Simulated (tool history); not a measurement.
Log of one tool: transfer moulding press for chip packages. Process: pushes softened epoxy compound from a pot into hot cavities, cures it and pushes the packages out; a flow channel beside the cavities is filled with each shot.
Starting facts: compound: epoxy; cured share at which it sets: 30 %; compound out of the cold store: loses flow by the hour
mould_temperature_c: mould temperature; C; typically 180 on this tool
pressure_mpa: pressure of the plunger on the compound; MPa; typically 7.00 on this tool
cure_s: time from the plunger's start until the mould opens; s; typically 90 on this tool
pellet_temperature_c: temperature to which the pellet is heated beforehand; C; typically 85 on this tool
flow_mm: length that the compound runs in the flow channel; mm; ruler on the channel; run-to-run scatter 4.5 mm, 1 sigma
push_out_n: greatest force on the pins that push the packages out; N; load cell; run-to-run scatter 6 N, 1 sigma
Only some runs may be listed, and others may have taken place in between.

run    hour  mould_temperature_c  pressure_mpa  cure_s  pellet_temperature_c  incoming compound's hours out of the cold store  flow_mm  push_out_n
  1     0.0                  180          7.00      90                    85                                             24.4      537         329
       20.0  -- cavities cleaned with cleaning compound and waxed
       61.6  -- cavities cleaned with cleaning compound and waxed
  2    69.2                  180          7.00      90                    85                                             12.7      562         273
      101.7  -- cavities cleaned with cleaning compound and waxed
      119.3  -- plunger's sealing rings changed
  3   131.7                  180          7.00      90                    85                                             11.6      574         359
      144.8  -- cavities cleaned with cleaning compound and waxed
  4   164.3                  177          7.00      90                    85                                             12.8      581         376
      186.9  -- cavities cleaned with cleaning compound and waxed
      228.1  -- cavities cleaned with cleaning compound and waxed
  5   238.8                  180          7.00      90                    85                                             34.6      523         282
      266.4  -- cavities cleaned with cleaning compound and waxed
  6   298.1                  180          7.00      90                    85                                             15.8      561         379
      305.4  -- cavities cleaned with cleaning compound and waxed
      348.2  -- cavities cleaned with cleaning compound and waxed
  7   355.4                  180          7.00      90                    85                                             10.0      584         271
      390.3  -- cavities cleaned with cleaning compound and waxed
  8   394.7                  180          7.00      90                    85                                             30.6      521         265
      429.7  -- cavities cleaned with cleaning compound and waxed
  9   454.2                  180          7.00      90                    85                                             25.4      535         340
      471.9  -- cavities cleaned with cleaning compound and waxed
      516.2  -- cavities cleaned with cleaning compound and waxed
 10   527.3                  180          7.00      90                    85                                             27.7      527         292
      555.4  -- cavities cleaned with cleaning compound and waxed
      595.9  -- cavities cleaned with cleaning compound and waxed
 11   601.8                  180          7.00      90                    85                                             31.1      522         267
      638.2  -- cavities cleaned with cleaning compound and waxed
 12   638.2                  180          6.28      90                    85                                             34.1      478         236
      657.6  -- plunger's sealing rings changed
 13   677.3                  180          7.00      90                    85                                              8.4      600         395
      684.4  -- cavities cleaned with cleaning compound and waxed
      725.8  -- cavities cleaned with cleaning compound and waxed
 14   728.1                  175          7.00      90                    90                                             13.3      595         343
      767.6  -- cavities cleaned with cleaning compound and waxed
 15   783.3                  180          8.35     108                    94                                             31.1      588         274
      807.2  -- cavities cleaned with cleaning compound and waxed
      845.9  -- cavities cleaned with cleaning compound and waxed
 16   849.6                  177          7.00      90                    89                                             34.4      524         287
      890.1  -- cavities cleaned with cleaning compound and waxed
 17   898.5                  177          7.00      90                    89                                             17.6      569         323
      928.7  -- cavities cleaned with cleaning compound and waxed
 18   961.9                  175          6.08      74                    84                                             33.1      496         734
      969.2  -- cavities cleaned with cleaning compound and waxed
     1010.3  -- cavities cleaned with cleaning compound and waxed
 19  1018.9                  173          7.46     105                    78                                             26.3      565         310
     1053.0  -- cavities cleaned with cleaning compound and waxed
 20  1070.7                  185          7.46     123                    78                                             47.2      493         278
     1093.8  -- cavities cleaned with cleaning compound and waxed
 21  1108.1                  180          5.36      80                    79                                             35.8      451         381
     1133.8  -- cavities cleaned with cleaning compound and waxed
 22  1165.0                  180          6.35      90                    85                                             40.0      474         394
     1176.0  -- cavities cleaned with cleaning compound and waxed
     1192.2  -- plunger's sealing rings changed
     1219.7  -- mould's thermocouples calibrated
     1221.2  -- cavities cleaned with cleaning compound and waxed
 23  1222.3                  180          6.35      90                    85                                             43.3      485         231
     1260.4  -- cavities cleaned with cleaning compound and waxed
 24  1279.0                  180          6.35      90                    85                                             14.1      547         316
     1299.5  -- cavities cleaned with cleaning compound and waxed
 25  1310.5                  186          8.67      99                    84                                             24.9      592         245

How would selected steps in flow_mm from run to run divide? Give the signed amount a tool lacking its hidden state would still show from settings, what came in and random variation, and the signed amount left for the hidden state, including any gauge scatter that is not in both of the compared results.
Unlogged tool condition in this case: true mould temperature over the reading, C; pressure that reaches the compound, % of what is set; grip of the stained cavities, % over clean ones'; drift of the gauge itself on flow_mm, %; drift of the gauge itself on push_out_n, %.
Run 2 -> 3: cavities cleaned with cleaning compound and waxed, plunger's sealing rings changed. flow_mm +12 mm: hidden state +26, all else -14.
Run 12 -> 13: pressure_mpa 6.28 -> 7.00, plunger's sealing rings changed. flow_mm +122 mm: hidden state +22, all else +100.
Run 17 -> 18: mould_temperature_c 177 -> 175, pressure_mpa 7.00 -> 6.08, cure_s 90 -> 74, pellet_temperature_c 89 -> 84, cavities cleaned with cleaning compound and waxed. flow_mm -73 mm: hidden state -2, all else -71.
